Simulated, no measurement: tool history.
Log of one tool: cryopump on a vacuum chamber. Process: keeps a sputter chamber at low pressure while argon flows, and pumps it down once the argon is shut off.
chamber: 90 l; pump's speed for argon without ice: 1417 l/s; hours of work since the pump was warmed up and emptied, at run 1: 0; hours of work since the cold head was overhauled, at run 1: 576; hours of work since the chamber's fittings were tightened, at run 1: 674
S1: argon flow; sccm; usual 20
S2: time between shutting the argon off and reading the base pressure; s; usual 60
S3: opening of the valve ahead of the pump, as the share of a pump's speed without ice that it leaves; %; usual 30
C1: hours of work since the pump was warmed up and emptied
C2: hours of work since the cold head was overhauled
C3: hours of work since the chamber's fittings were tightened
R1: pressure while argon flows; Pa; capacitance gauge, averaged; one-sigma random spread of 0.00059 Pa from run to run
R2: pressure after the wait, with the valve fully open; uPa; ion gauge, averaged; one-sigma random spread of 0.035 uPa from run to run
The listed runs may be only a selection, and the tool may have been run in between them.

| run | hour | S1 | S2 | S3 | C1 | C2 | C3 | R1 | R2 |
|---|---|---|---|---|---|---|---|---|---|
| 1 | 0 | 20 | 60 | 30 | 0 | 576 | 674 | 0.08 | 2.78 |
| 2 | 57.1 | 20 | 60 | 30 | 48 | 624 | 721 | 0.0805 | 2.88 |
| 3 | 131.9 | 20 | 60 | 30 | 110 | 686 | 784 | 0.0804 | 3.01 |
| 4 | 185.9 | 20 | 60 | 30 | 155 | 732 | 829 | 0.0813 | 3.03 |
| 5 | 232.3 | 20 | 60 | 30 | 194 | 770 | 868 | 0.0815 | 3.13 |
| 6 | 283.3 | 20 | 60 | 30 | 237 | 813 | 911 | 0.0827 | 3.29 |
| 7 | 322.8 | 20 | 60 | 30 | 270 | 846 | 944 | 0.0827 | 3.32 |
| 8 | 360 | 20 | 33 | 30 | 301 | 877 | 975 | 0.0824 | 4.65 |
| 9 | 402.1 | 16 | 60 | 30 | 336 | 912 | 1010 | 0.0666 | 3.37 |
| 10 | 459.3 | 16 | 60 | 30 | 384 | 960 | 1058 | 0.0666 | 3.55 |
| 11 | 518.1 | 16 | 60 | 30 | 433 | 1009 | 1107 | 0.0667 | 3.65 |
| 12 | 565.4 | 20 | 60 | 30 | 473 | 1049 | 1146 | 0.0846 | 3.63 |
| 13 | 634.9 | 20 | 60 | 30 | 531 | 1107 | 1205 | 0.0841 | 3.83 |
|  | 667.3 | pump warmed up, emptied and cooled again |
| 14 | 682.7 | 11 | 124 | 34 | 13 | 1143 | 1240 | 0.038 | 2.67 |
| 15 | 726.3 | 20 | 30 | 30 | 49 | 1179 | 1277 | 0.0801 | 5.32 |
| 16 | 779.2 | 20 | 30 | 30 | 93 | 1223 | 1321 | 0.0805 | 5.54 |
| 17 | 825 | 20 | 129 | 49 | 132 | 1262 | 1359 | 0.0505 | 2.92 |
| 18 | 865.9 | 20 | 129 | 49 | 166 | 1296 | 1393 | 0.0503 | 3 |
| 19 | 917.9 | 25 | 141 | 53 | 209 | 1339 | 1437 | 0.0601 | 2.98 |
| 20 | 979.8 | 21 | 206 | 47 | 261 | 1391 | 1489 | 0.0563 | 2.97 |
| 21 | 1043.2 | 13 | 206 | 47 | 314 | 1444 | 1542 | 0.0349 | 3.06 |
| 22 | 1104.9 | 13 | 206 | 47 | 366 | 1496 | 1593 | 0.0365 | 3.22 |
| 23 | 1188.6 | 22 | 23 | 18 | 436 | 1566 | 1663 | 0.1514 | 7.18 |
| 24 | 1266.5 | 27 | 60 | 16 | 501 | 1631 | 1728 | 0.2084 | 4.75 |
| 25 | 1306.6 | 27 | 60 | 16 | 534 | 1664 | 1762 | 0.2108 | 4.74 |
|  | 1334.3 | pump warmed up, emptied and cooled again |
| 26 | 1368.7 | 8 | 24 | 30 | 29 | 1712 | 1810 | 0.0324 | 6.89 |

Alternative continuations, all from the tool just after run 26; predict every row:
| A | 1454.6 | 16 | 24 | 43 | 101 | 1784 | 1881 | ? | ? |
| B | 1454.6 | 8 | 51 | 30 | 101 | 1784 | 1881 | ? | ? |
| C | 1454.6 | 20 | 60 | 16 | 101 | 1784 | 1881 | ? | ? |
| D | 1454.6 | 9 | 30 | 30 | 101 | 1784 | 1881 | ? | ? |
| E | 1454.6 | 28 | 299 | 52 | 101 | 1784 | 1881 | ? | ? |

| run | R1 | R2 |
|---|---|---|
| A | 0.0454 | 7.09 |
| B | 0.0323 | 4.75 |
| C | 0.152 | 4.51 |
| D | 0.0364 | 6.23 |
| E | 0.0666 | 3.09 |
Had the tool no hidden state, the same runs would have come out as:
| run | R1 | R2 |
|---|---|---|
| A | 0.0441 | 4.51 |
| B | 0.0316 | 2.19 |
| C | 0.1504 | 1.93 |
| D | 0.0357 | 3.64 |
| E | 0.0643 | 0.54 |
